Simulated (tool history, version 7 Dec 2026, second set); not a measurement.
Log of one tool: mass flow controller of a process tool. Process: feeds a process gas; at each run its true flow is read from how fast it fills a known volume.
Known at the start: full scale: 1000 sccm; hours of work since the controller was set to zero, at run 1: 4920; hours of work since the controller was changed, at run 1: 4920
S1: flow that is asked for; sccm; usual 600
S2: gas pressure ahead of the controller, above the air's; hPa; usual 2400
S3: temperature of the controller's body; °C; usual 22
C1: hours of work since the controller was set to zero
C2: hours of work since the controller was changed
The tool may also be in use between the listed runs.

Run 1, day 0: usual settings; C1 4920; C2 4920. Result: true flow (%) 99.45.
Run 2, day 14.325: usual settings; C1 5134; C2 5134. Result: true flow (%) 99.38.
Run 3, day 24.608: usual settings but S2 1670 hPa; C1 5288; C2 5288. Result: true flow (%) 99.53.
Run 4, day 47.738: usual settings but S2 1670 hPa; C1 5633; C2 5633. Result: true flow (%) 99.5.
Run 5, day 66.308: usual settings; C1 5910; C2 5910. Result: true flow (%) 99.18.
Run 6, day 76.692: usual settings; C1 6065; C2 6065. Result: true flow (%) 99.24.
Run 7, day 92.246: usual settings; C1 6298; C2 6298. Result: true flow (%) 99.23.
Run 8, day 105.029: usual settings; C1 6489; C2 6489. Result: true flow (%) 99.19.
At day 114.362: controller's zero set anew.
Run 9, day 118.671: usual settings; C1 64; C2 6692. Result: true flow (%) 99.19.
Run 10, day 134.521: usual settings; C1 301; C2 6929. Result: true flow (%) 99.17.
Run 11, day 148.179: usual settings; C1 505; C2 7133. Result: true flow (%) 99.12.
Run 12, day 164.658: usual settings; C1 751; C2 7379. Result: true flow (%) 99.16.
Run 13, day 186.175: usual settings; C1 1072; C2 7700. Result: true flow (%) 99.03.
Run 14, day 203.692: usual settings; C1 1334; C2 7962. Result: true flow (%) 99.02.
Run 15, day 218.45: usual settings; C1 1554; C2 8182. Result: true flow (%) 99.06.
Run 16, day 233.35: usual settings; C1 1777; C2 8404. Result: true flow (%) 99.22.
Run 17, day 244.475: usual settings; C1 1943; C2 8571. Result: true flow (%) 99.
Run 18, day 253.871: usual settings but S3 39 °C; C1 2083; C2 8711. Result: true flow (%) 100.12.
Run 19, day 266.833: usual settings but S3 39 °C; C1 2277; C2 8905. Result: true flow (%) 100.24.
Run 20, day 285.542: usual settings but S3 39 °C; C1 2556; C2 9184. Result: true flow (%) 100.17.
Run 21, day 295.392: usual settings but S3 39 °C; C1 2703; C2 9331. Result: true flow (%) 100.2.
Run 22, day 313.904: usual settings; C1 2980; C2 9607. Result: true flow (%) 98.95.
Run 23, day 331.079: usual settings but S3 32 °C; C1 3236; C2 9864. Result: true flow (%) 99.6.
Run 24, day 354.3: usual settings but S3 32 °C; C1 3583; C2 10211. Result: true flow (%) 99.56.
Run 25, day 366.933: usual settings but S1 305 sccm, S2 1750 hPa, S3 24 °C; C1 3772; C2 10399. Result: true flow (%) 98.98.
Run 26, day 383.658: usual settings but S1 305 sccm, S2 1750 hPa, S3 24 °C; C1 4022; C2 10649. Result: true flow (%) 98.99.
Run 27, day 396.033: usual settings but S1 304 sccm, S2 1610 hPa, S3 26 °C; C1 4206; C2 10834. Result: true flow (%) 98.92.
Run 28, day 410.217: usual settings but S1 162 sccm, S2 1570 hPa, S3 20 °C; C1 4418; C2 11046. Result: true flow (%) 98.43.
Run 29, day 420.979: usual settings but S1 162 sccm, S2 1570 hPa, S3 20 °C; C1 4579; C2 11206. Result: true flow (%) 98.46.
At day 433.179: gauge calibrated.
Run 30, day 440.088: usual settings but S1 804 sccm, S2 1450 hPa, S3 28 °C; C1 4864; C2 11492. Result: true flow (%) 100.17.

The next listed run, before its measurement:
Run 31, day 451.688: usual settings but S1 776 sccm, S2 1460 hPa, S3 33 °C; C1 5037; C2 11665. Result: true flow (%) ?.

Run 31 gave true flow (%) 100.51.
Without the tool's hidden state the same run would have given true flow (%) 100.55.

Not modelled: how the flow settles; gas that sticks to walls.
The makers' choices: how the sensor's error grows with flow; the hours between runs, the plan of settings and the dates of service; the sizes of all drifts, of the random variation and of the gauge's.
